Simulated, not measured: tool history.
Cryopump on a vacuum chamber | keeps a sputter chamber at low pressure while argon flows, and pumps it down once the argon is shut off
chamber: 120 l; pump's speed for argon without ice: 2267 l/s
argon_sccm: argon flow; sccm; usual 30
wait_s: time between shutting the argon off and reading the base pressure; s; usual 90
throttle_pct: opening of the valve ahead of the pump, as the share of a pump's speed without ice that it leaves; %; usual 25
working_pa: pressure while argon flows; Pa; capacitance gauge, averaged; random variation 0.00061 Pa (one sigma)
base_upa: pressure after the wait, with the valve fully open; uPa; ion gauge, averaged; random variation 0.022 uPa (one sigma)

run 1 day=0 | argon_sccm=30 wait_s=90 throttle_pct=25 | working_pa=0.0918 base_upa=0.67
run 2 day=1.917 | argon_sccm=30 wait_s=90 throttle_pct=25 | working_pa=0.091 base_upa=0.63
run 3 day=3.346 | argon_sccm=30 wait_s=90 throttle_pct=25 | working_pa=0.0921 base_upa=0.63
run 4 day=4.542 | argon_sccm=30 wait_s=90 throttle_pct=52 | working_pa=0.0449 base_upa=0.65
run 5 day=6.696 | argon_sccm=30 wait_s=90 throttle_pct=52 | working_pa=0.0459 base_upa=0.68
run 6 day=9.275 | argon_sccm=30 wait_s=90 throttle_pct=52 | working_pa=0.0464 base_upa=0.66
run 7 day=11.462 | argon_sccm=30 wait_s=90 throttle_pct=21 | working_pa=0.1108 base_upa=0.69

The next listed run, before its measurement:
-- day=11.933 pump warmed up, emptied and cooled again
run 8 day=13.129 | argon_sccm=30 wait_s=26 throttle_pct=25 | working_pa=? base_upa=?

working_pa: 0.0904 Pa
base_upa: 1.63 uPa
Without the tool's hidden state the same run would have given working_pa 0.09 Pa, base_upa 1.56 uPa.
